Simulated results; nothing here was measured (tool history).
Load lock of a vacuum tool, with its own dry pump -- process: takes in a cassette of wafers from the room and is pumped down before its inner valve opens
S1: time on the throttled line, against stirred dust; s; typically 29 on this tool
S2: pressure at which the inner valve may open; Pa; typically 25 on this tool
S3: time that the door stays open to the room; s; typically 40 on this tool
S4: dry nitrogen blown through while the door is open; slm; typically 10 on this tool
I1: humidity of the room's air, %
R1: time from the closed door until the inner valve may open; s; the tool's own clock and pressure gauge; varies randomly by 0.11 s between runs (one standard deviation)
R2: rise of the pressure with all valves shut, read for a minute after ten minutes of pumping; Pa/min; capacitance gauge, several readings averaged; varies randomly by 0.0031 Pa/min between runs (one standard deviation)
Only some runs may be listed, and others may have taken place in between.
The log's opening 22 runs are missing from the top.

{"run": 23, "day": 74.604, "S1": 29, "S2": 25, "S3": 40, "S4": 18, "I1": 43.1, "R1": 37.0, "R2": 0.081}
{"run": 24, "day": 78.608, "S1": 29, "S2": 43, "S3": 40, "S4": 31, "I1": 45.8, "R1": 36.3, "R2": 0.075}
{"run": 25, "day": 82.912, "S1": 29, "S2": 43, "S3": 40, "S4": 31, "I1": 46.3, "R1": 36.4, "R2": 0.073}
{"run": 26, "day": 87.021, "S1": 29, "S2": 43, "S3": 40, "S4": 31, "I1": 41.5, "R1": 36.2, "R2": 0.066}
{"run": 27, "day": 91.271, "S1": 54, "S2": 20, "S3": 86, "S4": 11, "I1": 44.5, "R1": 59.9, "R2": 0.118}
{"run": 28, "day": 95.608, "S1": 28, "S2": 27, "S3": 115, "S4": 18, "I1": 45.6, "R1": 35.7, "R2": 0.125}
{"run": 29, "day": 98.4, "S1": 37, "S2": 27, "S3": 51, "S4": 18, "I1": 44.7, "R1": 44.0, "R2": 0.092}
{"run": 30, "day": 102.183, "S1": 50, "S2": 19, "S3": 54, "S4": 30, "I1": 44.8, "R1": 55.9, "R2": 0.079}
{"run": 31, "day": 104.846, "S1": 29, "S2": 28, "S3": 106, "S4": 10, "I1": 42.6, "R1": 36.9, "R2": 0.127}
{"run": 32, "day": 107.321, "S1": 18, "S2": 19, "S3": 74, "S4": 36, "I1": 46.6, "R1": 27.5, "R2": 0.088}
{"run": 33, "day": 112.092, "S1": 29, "S2": 25, "S3": 120, "S4": 35, "I1": 44.1, "R1": 36.7, "R2": 0.103}
{"run": 34, "day": 115.688, "S1": 29, "S2": 18, "S3": 120, "S4": 10, "I1": 45.7, "R1": 37.4, "R2": 0.139}
{"run": 35, "day": 119.696, "S1": 48, "S2": 30, "S3": 73, "S4": 16, "I1": 43.4, "R1": 53.9, "R2": 0.101}
{"run": 36, "day": 123.612, "S1": 19, "S2": 30, "S3": 126, "S4": 40, "I1": 50.3, "R1": 27.8, "R2": 0.111}
{"run": 37, "day": 127.592, "S1": 27, "S2": 21, "S3": 86, "S4": 4, "I1": 44.4, "R1": 35.6, "R2": 0.134}
{"run": 38, "day": 129.717, "S1": 27, "S2": 21, "S3": 86, "S4": 4, "I1": 45.7, "R1": 35.4, "R2": 0.132}

Predict each of these 3 candidate next runs independently; none follows another, all start after run 38:
{"run": "A", "day": 134.488, "S1": 22, "S2": 25, "S3": 40, "S4": 10, "I1": 44.3, "R1": "?", "R2": "?"}
{"run": "B", "day": 134.488, "S1": 22, "S2": 30, "S3": 86, "S4": 6, "I1": 47.1, "R1": "?", "R2": "?"}
{"run": "C", "day": 134.488, "S1": 29, "S2": 21, "S3": 40, "S4": 17, "I1": 45.4, "R1": "?", "R2": "?"}

run=A R1=30.7 R2=0.093
run=B R1=30.6 R2=0.144
run=C R1=37.4 R2=0.088
What these runs would have given with no unlogged condition in the tool:
run=A R1=29.6 R2=0.054
run=B R1=29.6 R2=0.105
run=C R1=36.4 R2=0.050
